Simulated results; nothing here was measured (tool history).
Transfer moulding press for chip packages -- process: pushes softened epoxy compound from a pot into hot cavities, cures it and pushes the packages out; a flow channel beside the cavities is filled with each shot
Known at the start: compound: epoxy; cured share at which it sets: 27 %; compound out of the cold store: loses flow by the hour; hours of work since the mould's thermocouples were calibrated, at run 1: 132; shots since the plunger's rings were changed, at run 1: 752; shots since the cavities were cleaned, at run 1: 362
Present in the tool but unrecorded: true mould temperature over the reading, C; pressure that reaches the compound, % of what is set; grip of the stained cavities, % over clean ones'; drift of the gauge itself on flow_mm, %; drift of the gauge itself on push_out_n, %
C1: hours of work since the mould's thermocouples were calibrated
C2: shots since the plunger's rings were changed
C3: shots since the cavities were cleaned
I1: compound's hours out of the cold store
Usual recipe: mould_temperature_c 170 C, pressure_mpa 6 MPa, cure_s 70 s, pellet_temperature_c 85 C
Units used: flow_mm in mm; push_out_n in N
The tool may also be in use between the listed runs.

Run 1, day 0: usual settings; C1 132; C2 752; C3 362; I1 16. Result: flow_mm 565 mm, push_out_n 278 N.
At day 0.421: cavities cleaned with cleaning compound and waxed.
Run 2, day 0.904: usual settings but pellet_temperature_c 82 C; C1 148; C2 1140; C3 222; I1 44.6. Result: flow_mm 467 mm, push_out_n 244 N.
At day 1.675: cavities cleaned with cleaning compound and waxed.
Run 3, day 1.796: usual settings but pellet_temperature_c 82 C; C1 164; C2 1523; C3 55; I1 36.9. Result: flow_mm 488 mm, push_out_n 213 N.
Run 4, day 2.496: usual settings but pellet_temperature_c 82 C; C1 177; C2 1847; C3 379; I1 28. Result: flow_mm 519 mm, push_out_n 278 N.
At day 2.912: cavities cleaned with cleaning compound and waxed.
Run 5, day 3.292: usual settings but pellet_temperature_c 82 C; C1 191; C2 2184; C3 175; I1 32.4. Result: flow_mm 501 mm, push_out_n 252 N.
Run 6, day 3.842: usual settings but pressure_mpa 6.8 MPa; C1 202; C2 2440; C3 431; I1 40.3. Result: flow_mm 507 mm, push_out_n 277 N.
At day 4.121: cavities cleaned with cleaning compound and waxed.
Run 7, day 4.508: usual settings but pressure_mpa 5.57 MPa; C1 213; C2 2717; C3 177; I1 33.3. Result: flow_mm 479 mm, push_out_n 240 N.
At day 5.342: cavities cleaned with cleaning compound and waxed.
Run 8, day 5.442: usual settings but pressure_mpa 5.57 MPa; C1 230; C2 3119; C3 46; I1 10.1. Result: flow_mm 556 mm, push_out_n 219 N.
Run 9, day 6.438: usual settings but pressure_mpa 5.57 MPa, cure_s 51 s; C1 249; C2 3580; C3 507; I1 8.7. Result: flow_mm 556 mm, push_out_n 691 N.
At day 6.571: cavities cleaned with cleaning compound and waxed.
Run 10, day 7.433: usual settings but pressure_mpa 5.57 MPa, cure_s 51 s; C1 266; C2 4010; C3 398; I1 35.3. Result: flow_mm 468 mm, push_out_n 615 N.
At day 7.758: cavities cleaned with cleaning compound and waxed.
Run 11, day 8.004: usual settings; C1 276; C2 4245; C3 113; I1 34.4. Result: flow_mm 486 mm, push_out_n 227 N.
At day 8.192: plunger's sealing rings changed.
Run 12, day 8.646: usual settings; C1 286; C2 209; C3 361; I1 15.1. Result: flow_mm 569 mm, push_out_n 275 N.
At day 9.062: cavities cleaned with cleaning compound and waxed.
Run 13, day 9.712: usual settings; C1 305; C2 673; C3 300; I1 21.1. Result: flow_mm 541 mm, push_out_n 290 N.
At day 10.304: cavities cleaned with cleaning compound and waxed.
Run 14, day 10.667: usual settings but pellet_temperature_c 80 C; C1 322; C2 1085; C3 168; I1 21.8. Result: flow_mm 543 mm, push_out_n 233 N.
Run 15, day 11.25: usual settings but pressure_mpa 6.26 MPa, cure_s 95 s, pellet_temperature_c 89 C; C1 333; C2 1354; C3 437; I1 44.6. Result: flow_mm 474 mm, push_out_n 235 N.
At day 11.562: cavities cleaned with cleaning compound and waxed.
Run 16, day 12.012: usual settings but pressure_mpa 6.26 MPa, cure_s 93 s, pellet_temperature_c 89 C; C1 347; C2 1678; C3 208; I1 34.4. Result: flow_mm 509 mm, push_out_n 203 N.
Run 17, day 12.671: usual settings but cure_s 98 s, pellet_temperature_c 90 C; C1 359; C2 1982; C3 512; I1 41.7. Result: flow_mm 470 mm, push_out_n 238 N.
At day 12.821: cavities cleaned with cleaning compound and waxed.
Run 18, day 13.275: usual settings but mould_temperature_c 171 C, pressure_mpa 5.27 MPa, cure_s 68 s, pellet_temperature_c 81 C; C1 369; C2 2232; C3 210; I1 33.9. Result: flow_mm 462 mm, push_out_n 258 N.
At day 14.012: cavities cleaned with cleaning compound and waxed.
Run 19, day 14.012: usual settings but mould_temperature_c 171 C, pressure_mpa 5.27 MPa, cure_s 68 s, pellet_temperature_c 81 C; C1 382; C2 2543; C3 0; I1 15.4. Result: flow_mm 521 mm, push_out_n 211 N.
Run 20, day 14.788: usual settings but mould_temperature_c 171 C, pressure_mpa 4.53 MPa, cure_s 68 s, pellet_temperature_c 84 C; C1 397; C2 2901; C3 358; I1 15. Result: flow_mm 482 mm, push_out_n 290 N.
At day 15.254: cavities cleaned with cleaning compound and waxed.
Run 21, day 15.808: usual settings but cure_s 109 s, pellet_temperature_c 82 C; C1 415; C2 3344; C3 257; I1 13.1. Result: flow_mm 565 mm, push_out_n 222 N.
Run 22, day 16.288: usual settings but cure_s 98 s, pellet_temperature_c 82 C; C1 424; C2 3564; C3 477; I1 24.3. Result: flow_mm 523 mm, push_out_n 256 N.
At day 16.479: cavities cleaned with cleaning compound and waxed.
Run 23, day 17.067: usual settings but pressure_mpa 5.15 MPa; C1 438; C2 3896; C3 272; I1 25.2. Result: flow_mm 480 mm, push_out_n 272 N.
Run 24, day 17.592: usual settings but mould_temperature_c 167 C, pressure_mpa 4.99 MPa, cure_s 95 s, pellet_temperature_c 83 C; C1 448; C2 4139; C3 515; I1 46.3. Result: flow_mm 417 mm, push_out_n 253 N.
At day 17.75: cavities cleaned with cleaning compound and waxed.
At day 18.117: plunger's sealing rings changed.
Run 25, day 18.692: usual settings but pressure_mpa 4.66 MPa, pellet_temperature_c 76 C; C1 466; C2 267; C3 388; I1 12.6. Result: flow_mm 513 mm, push_out_n 319 N.
At day 19.088: cavities cleaned with cleaning compound and waxed.
At day 19.625: mould's thermocouples calibrated.
Run 26, day 19.638: usual settings but pressure_mpa 4.66 MPa, pellet_temperature_c 76 C; C1 0; C2 635; C3 215; I1 20. Result: flow_mm 486 mm, push_out_n 264 N.
Run 27, day 20.271: usual settings but mould_temperature_c 163 C, pressure_mpa 6.22 MPa, cure_s 52 s, pellet_temperature_c 82 C; C1 12; C2 928; C3 508; I1 42.9. Result: flow_mm 497 mm, push_out_n 890 N.

Alternative continuations, all from the tool just after run 27; predict every row:
At day 20.408: cavities cleaned with cleaning compound and waxed.
Run A, day 20.921: usual settings but mould_temperature_c 173 C, pressure_mpa 5.69 MPa, cure_s 76 s; C1 23; C2 1199; C3 237; I1 18.6. Result: flow_mm ?, push_out_n ?.
At day 20.408: cavities cleaned with cleaning compound and waxed.
Run B, day 20.921: usual settings but mould_temperature_c 163 C, pressure_mpa 6.22 MPa, cure_s 108 s, pellet_temperature_c 82 C; C1 23; C2 1199; C3 237; I1 21.2. Result: flow_mm ?, push_out_n ?.
At day 20.408: cavities cleaned with cleaning compound and waxed.
Run C, day 20.921: usual settings but pressure_mpa 6.46 MPa; C1 23; C2 1199; C3 237; I1 14. Result: flow_mm ?, push_out_n ?.

run  flow_mm  push_out_n
  A      530         221
  B      569         231
  C      589         257
What these runs would have given with no unlogged condition in the tool:
run  flow_mm  push_out_n
  A      536         168
  B      575         176
  C      595         194

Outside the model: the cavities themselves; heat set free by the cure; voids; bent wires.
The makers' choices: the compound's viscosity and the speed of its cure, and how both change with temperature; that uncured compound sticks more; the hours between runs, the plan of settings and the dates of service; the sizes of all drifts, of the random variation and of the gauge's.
